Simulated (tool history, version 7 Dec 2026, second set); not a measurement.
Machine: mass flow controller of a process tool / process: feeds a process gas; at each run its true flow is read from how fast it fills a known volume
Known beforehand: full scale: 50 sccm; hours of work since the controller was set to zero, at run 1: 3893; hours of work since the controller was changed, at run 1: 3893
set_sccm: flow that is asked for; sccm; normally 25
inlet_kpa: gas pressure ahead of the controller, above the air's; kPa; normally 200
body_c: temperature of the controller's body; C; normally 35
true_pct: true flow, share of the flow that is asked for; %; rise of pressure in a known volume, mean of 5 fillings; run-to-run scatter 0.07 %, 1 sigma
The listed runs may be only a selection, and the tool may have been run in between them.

run	hour	set_sccm	inlet_kpa	body_c	hours of work since the controller was set to zero	hours of work since the controller was changed	true_pct
1	0	25	200	35	3893	3893	97.01
2	100.4	25	200	35	3936	3936	97.04
3	151.6	25	200	35	3958	3958	97.18
4	214	25	200	35	3985	3985	97.14
5	318.4	25	200	35	4030	4030	97.15
6	381.9	25	200	35	4058	4058	96.99
7	479	11	200	35	4099	4099	96.07
8	542.6	11	200	35	4127	4127	96.25
9	589	11	200	24	4147	4147	97.3
10	644	25	200	35	4171	4171	97.15
11	743.4	25	200	35	4213	4213	97.03
12	793.3	25	200	35	4235	4235	97.05
13	886.7	25	200	35	4275	4275	97.08
14	941.9	25	200	35	4299	4299	97.14
15	999	25	200	38	4324	4324	96.73
16	1087.9	6	210	31	4362	4362	96.33
17	1191.3	6	242	37	4407	4407	95.52
18	1244.9	41	250	22	4430	4430	99.85
19	1356.8	6	200	35	4478	4478	95.77
20	1412.6	25	211	30	4502	4502	97.74
21	1510.6	25	211	30	4544	4544	97.62
22	1591.5	10	217	35	4579	4579	96.17
23	1643.5	10	217	35	4602	4602	96.09
24	1749.2	10	225	35	4647	4647	96.12
25	1845.4	10	225	35	4689	4689	96.04
26	1901.5	10	225	35	4713	4713	96.17

Consider 4 possible next runs. They are alternatives, not a sequence: every one starts from the tool as it was left by run 26. What does each give?
A	1991.5	6	227	28	4752	4752	?
B	1991.5	36	200	35	4752	4752	?
C	1991.5	29	141	35	4752	4752	?
D	1991.5	18	176	31	4752	4752	?

run	true_pct
A	96.65
B	97.86
C	97.13
D	97.02
The same runs, with their run-to-run variation unchanged, on a tool lacking any hidden condition would have given:
run	true_pct
A	96.7
B	97.88
C	97.15
D	97.05

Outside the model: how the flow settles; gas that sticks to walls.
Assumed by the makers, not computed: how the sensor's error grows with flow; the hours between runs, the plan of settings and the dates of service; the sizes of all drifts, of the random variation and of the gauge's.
